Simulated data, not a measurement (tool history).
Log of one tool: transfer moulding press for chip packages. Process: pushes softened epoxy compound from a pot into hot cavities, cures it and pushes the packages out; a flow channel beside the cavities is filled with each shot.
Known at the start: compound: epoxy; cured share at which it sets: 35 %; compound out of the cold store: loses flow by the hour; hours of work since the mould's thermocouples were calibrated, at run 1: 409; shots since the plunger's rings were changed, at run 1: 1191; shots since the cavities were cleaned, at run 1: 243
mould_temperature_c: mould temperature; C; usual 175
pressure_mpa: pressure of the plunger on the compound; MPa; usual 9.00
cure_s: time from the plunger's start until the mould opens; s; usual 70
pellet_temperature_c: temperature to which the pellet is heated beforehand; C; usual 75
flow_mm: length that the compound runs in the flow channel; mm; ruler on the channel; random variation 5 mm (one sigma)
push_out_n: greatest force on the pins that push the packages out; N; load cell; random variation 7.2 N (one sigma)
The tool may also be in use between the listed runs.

| run | hour | mould_temperature_c | pressure_mpa | cure_s | pellet_temperature_c | hours of work since the mould's thermocouples were calibrated | shots since the plunger's rings were changed | shots since the cavities were cleaned | incoming compound's hours out of the cold store | flow_mm | push_out_n |
|---|---|---|---|---|---|---|---|---|---|---|---|
| 1 | 0.0 | 175 | 9.00 | 70 | 75 | 409 | 1191 | 243 | 26.1 | 509 | 606 |
| 2 | 22.5 | 175 | 9.00 | 81 | 75 | 424 | 1579 | 631 | 45.6 | 488 | 549 |
|  | 32.5 | cavities cleaned with cleaning compound and waxed |
| 3 | 35.4 | 175 | 9.00 | 81 | 68 | 431 | 1776 | 51 | 21.5 | 530 | 316 |
| 4 | 45.9 | 175 | 9.05 | 70 | 75 | 438 | 1958 | 233 | 9.2 | 533 | 600 |
| 5 | 64.5 | 175 | 9.00 | 61 | 75 | 450 | 2279 | 554 | 38.2 | 491 | 965 |
|  | 78.6 | cavities cleaned with cleaning compound and waxed |
| 6 | 78.6 | 175 | 9.00 | 70 | 75 | 459 | 2495 | 0 | 41.9 | 492 | 328 |
| 7 | 89.0 | 180 | 9.00 | 70 | 75 | 466 | 2674 | 179 | 42.0 | 478 | 417 |
| 8 | 107.6 | 180 | 9.00 | 88 | 75 | 478 | 2996 | 501 | 23.0 | 504 | 447 |
|  | 124.1 | cavities cleaned with cleaning compound and waxed |
| 9 | 127.1 | 180 | 9.00 | 88 | 75 | 490 | 3307 | 52 | 29.1 | 489 | 265 |
| 10 | 137.3 | 180 | 9.00 | 70 | 75 | 497 | 3483 | 228 | 37.3 | 477 | 433 |
| 11 | 158.6 | 175 | 9.00 | 66 | 75 | 511 | 3850 | 595 | 17.2 | 500 | 842 |
|  | 171.3 | cavities cleaned with cleaning compound and waxed |
| 12 | 174.3 | 175 | 9.00 | 66 | 75 | 520 | 4095 | 52 | 11.1 | 504 | 466 |
| 13 | 190.2 | 175 | 9.00 | 66 | 75 | 531 | 4369 | 326 | 43.5 | 454 | 676 |
| 14 | 206.6 | 175 | 9.00 | 70 | 75 | 542 | 4652 | 609 | 36.5 | 464 | 690 |
|  | 216.9 | cavities cleaned with cleaning compound and waxed |
| 15 | 229.9 | 177 | 8.99 | 65 | 75 | 556 | 5027 | 223 | 36.4 | 460 | 573 |
|  | 235.5 | plunger's sealing rings changed |
| 16 | 244.5 | 175 | 9.00 | 70 | 77 | 564 | 156 | 433 | 23.6 | 527 | 686 |
| 17 | 254.8 | 175 | 9.00 | 94 | 67 | 571 | 333 | 610 | 31.7 | 514 | 476 |
|  | 265.9 | cavities cleaned with cleaning compound and waxed |
| 18 | 276.4 | 175 | 9.28 | 105 | 80 | 584 | 681 | 182 | 9.6 | 549 | 345 |
| 19 | 298.4 | 175 | 9.28 | 105 | 80 | 599 | 1060 | 561 | 9.6 | 555 | 459 |
|  | 312.6 | cavities cleaned with cleaning compound and waxed |
|  | 316.8 | mould's thermocouples calibrated |
| 20 | 324.1 | 173 | 9.28 | 105 | 80 | 5 | 1442 | 163 | 9.8 | 553 | 336 |
| 21 | 341.0 | 175 | 8.95 | 70 | 68 | 16 | 1733 | 454 | 36.5 | 486 | 614 |
|  | 360.8 | cavities cleaned with cleaning compound and waxed |
| 22 | 360.8 | 175 | 8.95 | 70 | 68 | 28 | 2049 | 0 | 44.4 | 474 | 298 |
| 23 | 374.2 | 180 | 8.18 | 71 | 75 | 37 | 2282 | 233 | 35.8 | 464 | 413 |
| 24 | 392.1 | 175 | 9.32 | 83 | 75 | 49 | 2590 | 541 | 42.3 | 480 | 490 |
|  | 407.4 | cavities cleaned with cleaning compound and waxed |
| 25 | 415.3 | 175 | 10.86 | 83 | 78 | 63 | 2963 | 135 | 8.8 | 578 | 352 |
| 26 | 433.0 | 175 | 10.86 | 83 | 78 | 75 | 3269 | 441 | 25.2 | 534 | 461 |
|  | 453.7 | cavities cleaned with cleaning compound and waxed |
| 27 | 454.3 | 171 | 9.00 | 100 | 75 | 88 | 3612 | 12 | 46.7 | 467 | 244 |

Forecast each of these 4 alternatives for the next run:
| A | 474.1 | 171 | 10.52 | 100 | 75 | 101 | 3952 | 352 | 28.5 | ? | ? |
| B | 474.1 | 179 | 9.00 | 100 | 68 | 101 | 3952 | 352 | 10.0 | ? | ? |
| C | 474.1 | 175 | 9.00 | 61 | 72 | 101 | 3952 | 352 | 36.9 | ? | ? |
| D | 474.1 | 179 | 7.42 | 70 | 78 | 101 | 3952 | 352 | 34.6 | ? | ? |

| run | flow_mm | push_out_n |
|---|---|---|
| A | 519 | 440 |
| B | 513 | 409 |
| C | 475 | 828 |
| D | 427 | 494 |
Without the tool's hidden state the same runs would have given:
| run | flow_mm | push_out_n |
|---|---|---|
| A | 562 | 226 |
| B | 555 | 214 |
| C | 514 | 420 |
| D | 462 | 257 |
